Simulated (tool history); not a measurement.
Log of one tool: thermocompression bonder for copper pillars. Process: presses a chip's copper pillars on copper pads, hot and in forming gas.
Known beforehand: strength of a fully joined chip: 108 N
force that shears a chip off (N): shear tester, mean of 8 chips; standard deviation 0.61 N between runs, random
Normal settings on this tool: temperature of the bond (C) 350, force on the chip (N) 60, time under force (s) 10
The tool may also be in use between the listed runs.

run   hour  temperature of the bond (C)  force on the chip (N)  time under force (s)  force that shears a chip off (N)
  1    0.0                          350                     60                    10                              47.7
  2   17.5                          350                     60                    10                              47.2
  3   50.9                          350                     60                    10                              45.8
  4   84.3                          358                     60                    10                              48.5
  5  108.9                          358                     60                    10                              48.3
  6  135.5                          350                     60                    11                              46.3
  7  151.8                          373                     60                    11                              52.6
  8  180.3                          350                     60                    10                              43.4
  9  197.1                          353                     60                    10                              44.4
 10  213.8                          353                     60                    10                              44.0
 11  247.3                          350                     60                    10                              41.7
 12  265.3                          350                     60                    19                              53.2
 13  281.8                          350                     60                    19                              52.6
 14  312.8                          350                     60                    19                              57.6
 15  333.8                          350                     60                    26                              63.8
 16  356.3                          350                     60                    10                              45.6
 17  382.0                          350                     60                    10                              44.8
 18  396.9                          350                     60                    10                              43.3
 19  413.1                          350                     60                    13                              49.3
 20  439.8                          350                     60                    10                              44.1
 21  458.9                          350                     60                    10                              41.7
 22  480.4                          350                     60                    10                              42.5
 23  505.8                          327                     54                    11                              32.1
 24  521.9                          377                     60                     6                              42.9
 25  537.7                          377                     60                     6                              41.2
 26  553.4                          372                     60                     6                              39.4
 27  586.8                          372                     60                     6                              44.4
 28  618.0                          372                     60                     6                              48.3
 29  633.4                          372                     60                     6                              48.6
 30  652.7                          372                     60                     6                              48.0
 31  682.6                          333                     39                    27                              46.3
 32  708.3                          342                     60                     7                              35.9
 33  735.0                          379                     60                     7                              47.8
 34  754.2                          339                     81                    25                              64.9
 35  789.3                          324                     88                    29                              62.9
 36  815.3                          354                     53                     6                              33.6
 37  844.0                          361                     62                     6                              38.5
 38  868.1                          338                     88                    12                              56.5
 39  901.7                          338                     88                    12                              56.6

Withheld: 6 entries from between the runs. Position of each, and hidden state at the listed run before versus the listed run after:
From run 13 to run 14: forming gas filter changed (hour 285.5)
  true temperature of the bond over the reading, C: 6.7 -> 6.9; force that reaches the chip, % of what is set: 92.1 -> 91.9; oxide that the forming gas leaves, % of the face: 10.45 -> 1.5
  measured value less the no-hidden-state value, force that shears a chip off (N): -5.9 -> -0.6
From run 20 to run 21: force cell calibrated (hour 442.8)
  true temperature of the bond over the reading, C: 7.7 -> 7.8; force that reaches the chip, % of what is set: 91.1 -> 86.8; oxide that the forming gas leaves, % of the face: 6.11 -> 6.68
  measured value less the no-hidden-state value, force that shears a chip off (N): -2.5 -> -4.1
From run 26 to run 27: forming gas filter changed (hour 570.8)
  true temperature of the bond over the reading, C: 8.4 -> 8.6; force that reaches the chip, % of what is set: 86.2 -> 86; oxide that the forming gas leaves, % of the face: 10.2 -> 1.12
  measured value less the no-hidden-state value, force that shears a chip off (N): -5.8 -> -1.8
From run 27 to run 28: force cell calibrated, once more (hour 591.4)
  true temperature of the bond over the reading, C: 8.6 -> 8.8; force that reaches the chip, % of what is set: 86 -> 99.6; oxide that the forming gas leaves, % of the face: 1.12 -> 2.11
  measured value less the no-hidden-state value, force that shears a chip off (N): -1.8 -> +2.2
From run 31 to run 32: heater calibrated with a thermocouple chip (hour 703.1)
  true temperature of the bond over the reading, C: 9.2 -> 0.3; force that reaches the chip, % of what is set: 99.2 -> 99; oxide that the forming gas leaves, % of the face: 4.4 -> 5.19
  measured value less the no-hidden-state value, force that shears a chip off (N): +1.6 -> -2.0
From run 37 to run 38: forming gas filter changed (hour 859.0)
  true temperature of the bond over the reading, C: 1.1 -> 1.3; force that reaches the chip, % of what is set: 98.2 -> 98; oxide that the forming gas leaves, % of the face: 10.03 -> 0.94
  measured value less the no-hidden-state value, force that shears a chip off (N): -4.3 -> -0.4

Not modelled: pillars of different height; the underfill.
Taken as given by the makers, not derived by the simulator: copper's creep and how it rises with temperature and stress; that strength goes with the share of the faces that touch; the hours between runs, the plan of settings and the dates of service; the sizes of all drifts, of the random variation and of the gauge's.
